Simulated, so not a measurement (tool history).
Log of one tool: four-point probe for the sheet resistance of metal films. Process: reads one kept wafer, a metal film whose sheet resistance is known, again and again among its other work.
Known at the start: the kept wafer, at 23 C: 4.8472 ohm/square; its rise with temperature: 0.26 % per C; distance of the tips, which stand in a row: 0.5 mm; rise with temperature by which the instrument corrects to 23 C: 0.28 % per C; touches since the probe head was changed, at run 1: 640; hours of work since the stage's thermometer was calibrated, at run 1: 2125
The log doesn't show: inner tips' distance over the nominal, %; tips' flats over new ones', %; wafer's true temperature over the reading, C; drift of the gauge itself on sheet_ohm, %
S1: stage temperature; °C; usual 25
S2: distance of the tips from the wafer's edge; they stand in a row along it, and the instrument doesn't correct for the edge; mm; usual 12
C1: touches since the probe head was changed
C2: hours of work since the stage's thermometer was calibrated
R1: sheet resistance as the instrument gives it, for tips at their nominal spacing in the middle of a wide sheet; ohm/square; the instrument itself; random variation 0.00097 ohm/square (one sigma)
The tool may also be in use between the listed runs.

Run 1, day 0.000: usual settings; C1 640; C2 2125. Result: R1 4.841190 ohm/square.
Run 2, day 0.775: usual settings; C1 993; C2 2137. Result: R1 4.842923 ohm/square.
Run 3, day 1.438: usual settings but S2 23 mm; C1 1294; C2 2147. Result: R1 4.839347 ohm/square.
At day 2.129: stage's thermometer calibrated.
Run 4, day 2.429: usual settings but S2 23 mm; C1 1735; C2 5. Result: R1 4.835746 ohm/square.
Run 5, day 3.392: usual settings but S1 18 °C, S2 23 mm; C1 2174; C2 20. Result: R1 4.840787 ohm/square.
Run 6, day 4.379: usual settings but S1 18 °C, S2 46 mm; C1 2623; C2 36. Result: R1 4.838454 ohm/square.
At day 5.254: stage's thermometer calibrated, once more.
Run 7, day 5.342: usual settings but S1 18 °C, S2 46 mm; C1 3051; C2 1. Result: R1 4.848310 ohm/square.
Run 8, day 6.221: usual settings; C1 3451; C2 15. Result: R1 4.848528 ohm/square.
Run 9, day 6.879: usual settings; C1 3749; C2 26. Result: R1 4.849334 ohm/square.
Run 10, day 7.867: usual settings; C1 4197; C2 41. Result: R1 4.848516 ohm/square.
Run 11, day 8.700: usual settings; C1 4577; C2 55. Result: R1 4.850261 ohm/square.
Run 12, day 9.517: usual settings but S2 23 mm; C1 4948; C2 67. Result: R1 4.845369 ohm/square.
Run 13, day 10.371: usual settings but S1 26 °C, S2 23 mm; C1 5336; C2 81. Result: R1 4.846142 ohm/square.
Run 14, day 11.371: usual settings but S1 26 °C, S2 23 mm; C1 5791; C2 97. Result: R1 4.844832 ohm/square.
Run 15, day 11.921: usual settings but S1 26 °C, S2 23 mm; C1 6042; C2 106. Result: R1 4.843873 ohm/square.
Run 16, day 12.900: usual settings but S1 26 °C, S2 23 mm; C1 6486; C2 121. Result: R1 4.843123 ohm/square.
Run 17, day 13.625: usual settings but S1 26 °C, S2 23 mm; C1 6817; C2 133. Result: R1 4.846752 ohm/square.
Run 18, day 14.433: usual settings but S1 30 °C, S2 29 mm; C1 7183; C2 145. Result: R1 4.842220 ohm/square.
Run 19, day 15.071: usual settings but S2 28 mm; C1 7474; C2 155. Result: R1 4.846876 ohm/square.
Run 20, day 15.608: usual settings but S2 3 mm; C1 7719; C2 164. Result: R1 4.914661 ohm/square.
Run 21, day 16.658: usual settings but S1 24 °C, S2 21 mm; C1 8196; C2 181. Result: R1 4.847896 ohm/square.
Run 22, day 17.167: usual settings but S1 24 °C, S2 21 mm; C1 8427; C2 189. Result: R1 4.847459 ohm/square.
Run 23, day 18.221: usual settings but S1 24 °C, S2 21 mm; C1 8905; C2 205. Result: R1 4.847608 ohm/square.
Run 24, day 19.125: usual settings but S1 33 °C, S2 14 mm; C1 9318; C2 220. Result: R1 4.843396 ohm/square.
Run 25, day 20.017: usual settings but S1 24 °C, S2 3 mm; C1 9722; C2 234. Result: R1 4.917769 ohm/square.
Run 26, day 20.908: usual settings but S1 24 °C, S2 3 mm; C1 10129; C2 248. Result: R1 4.917650 ohm/square.
Run 27, day 21.892: usual settings but S1 19 °C, S2 3 mm; C1 10574; C2 263. Result: R1 4.920698 ohm/square.
Run 28, day 22.838: usual settings but S1 19 °C; C1 11005; C2 278. Result: R1 4.853164 ohm/square.
Run 29, day 23.471: usual settings but S1 19 °C; C1 11292; C2 288. Result: R1 4.853776 ohm/square.
Run 30, day 24.629: usual settings but S1 19 °C, S2 4 mm; C1 11820; C2 307. Result: R1 4.889009 ohm/square.
Run 31, day 25.621: usual settings but S1 19 °C, S2 4 mm; C1 12271; C2 322. Result: R1 4.891281 ohm/square.

Forecast run 32:
Run 32, day 26.771: usual settings but S1 19 °C, S2 4 mm; C1 12793; C2 341. Result: R1 ?.

Run 32 gave R1 4.889780 ohm/square.
Without the tool's hidden state the same run would have given R1 4.889373 ohm/square.

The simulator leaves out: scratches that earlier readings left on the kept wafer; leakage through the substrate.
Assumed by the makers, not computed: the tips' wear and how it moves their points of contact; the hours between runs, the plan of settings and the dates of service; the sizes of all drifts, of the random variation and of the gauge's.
